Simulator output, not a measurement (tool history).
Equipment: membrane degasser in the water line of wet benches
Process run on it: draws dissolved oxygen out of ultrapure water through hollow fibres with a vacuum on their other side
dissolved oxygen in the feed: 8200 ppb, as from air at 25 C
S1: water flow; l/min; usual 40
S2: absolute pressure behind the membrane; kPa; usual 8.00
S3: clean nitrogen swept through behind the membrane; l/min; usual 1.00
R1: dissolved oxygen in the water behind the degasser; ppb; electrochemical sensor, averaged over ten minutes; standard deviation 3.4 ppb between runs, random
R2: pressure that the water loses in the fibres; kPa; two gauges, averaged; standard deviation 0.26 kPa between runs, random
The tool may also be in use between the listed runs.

run 1 hour=0.0 | S1=40 S2=8.00 S3=1.00 | R1=546.5 R2=69.53
run 2 hour=126.1 | S1=40 S2=8.00 S3=1.00 | R1=556.0 R2=70.03
run 3 hour=301.9 | S1=40 S2=8.00 S3=1.00 | R1=543.6 R2=70.08
run 4 hour=447.7 | S1=40 S2=8.00 S3=1.00 | R1=552.7 R2=69.88
run 5 hour=549.8 | S1=40 S2=8.00 S3=0.60 | R1=709.9 R2=69.89
run 6 hour=639.4 | S1=40 S2=8.00 S3=0.60 | R1=713.6 R2=70.51
run 7 hour=773.8 | S1=40 S2=14.83 S3=1.00 | R1=1015.2 R2=69.75
run 8 hour=941.7 | S1=40 S2=14.83 S3=1.00 | R1=1013.4 R2=69.64
-- hour=955.3 vacuum gauge calibrated
run 9 hour=1114.0 | S1=40 S2=14.83 S3=1.00 | R1=1021.8 R2=70.22
run 10 hour=1254.8 | S1=40 S2=14.83 S3=1.31 | R1=857.2 R2=70.07
run 11 hour=1374.9 | S1=40 S2=14.83 S3=2.74 | R1=552.7 R2=69.97
-- hour=1516.7 vacuum gauge calibrated, once more
run 12 hour=1530.7 | S1=40 S2=14.83 S3=2.74 | R1=540.5 R2=70.22
run 13 hour=1657.2 | S1=40 S2=6.14 S3=0.74 | R1=450.6 R2=69.91
run 14 hour=1768.0 | S1=30 S2=15.88 S3=1.00 | R1=849.1 R2=52.72
run 15 hour=1901.6 | S1=24 S2=8.00 S3=1.47 | R1=265.0 R2=42.19
run 16 hour=1991.1 | S1=24 S2=8.00 S3=1.47 | R1=264.2 R2=42.33
run 17 hour=2142.1 | S1=40 S2=11.52 S3=0.78 | R1=891.3 R2=69.90
run 18 hour=2229.4 | S1=26 S2=16.25 S3=1.13 | R1=702.6 R2=45.54
run 19 hour=2341.5 | S1=26 S2=16.25 S3=1.13 | R1=709.3 R2=45.80
run 20 hour=2473.2 | S1=26 S2=8.00 S3=2.26 | R1=227.1 R2=45.95
run 21 hour=2636.9 | S1=26 S2=8.00 S3=2.26 | R1=232.9 R2=45.47
run 22 hour=2754.3 | S1=26 S2=8.00 S3=2.26 | R1=232.6 R2=45.68

Per-run results on a tool with no hidden state, each run keeping its own random variation:
The tool's hidden condition here consists of: membrane still open, %; true pressure behind the membrane over the reading, kPa; air that leaks in behind the membrane, l/min; drift of the gauge itself on oxygen_ppb, %; drift of the gauge itself on loss_of_pressure_kpa, %.
run=1 R1=527.3 R2=68.70
run=2 R1=535.8 R2=69.18
run=3 R1=523.1 R2=69.19
run=4 R1=531.2 R2=68.97
run=5 R1=684.6 R2=68.97
run=6 R1=687.7 R2=69.56
run=7 R1=993.9 R2=68.78
run=8 R1=991.4 R2=68.64
run=9 R1=994.0 R2=69.18
run=10 R1=831.2 R2=69.01
run=11 R1=532.1 R2=68.89
run=12 R1=530.9 R2=69.10
run=13 R1=447.6 R2=68.78
run=14 R1=842.8 R2=51.85
run=15 R1=259.1 R2=41.48
run=16 R1=258.0 R2=41.61
run=17 R1=886.1 R2=68.67
run=18 R1=693.9 R2=44.74
run=19 R1=700.2 R2=44.98
run=20 R1=218.9 R2=45.11
run=21 R1=224.1 R2=44.61
run=22 R1=223.6 R2=44.80
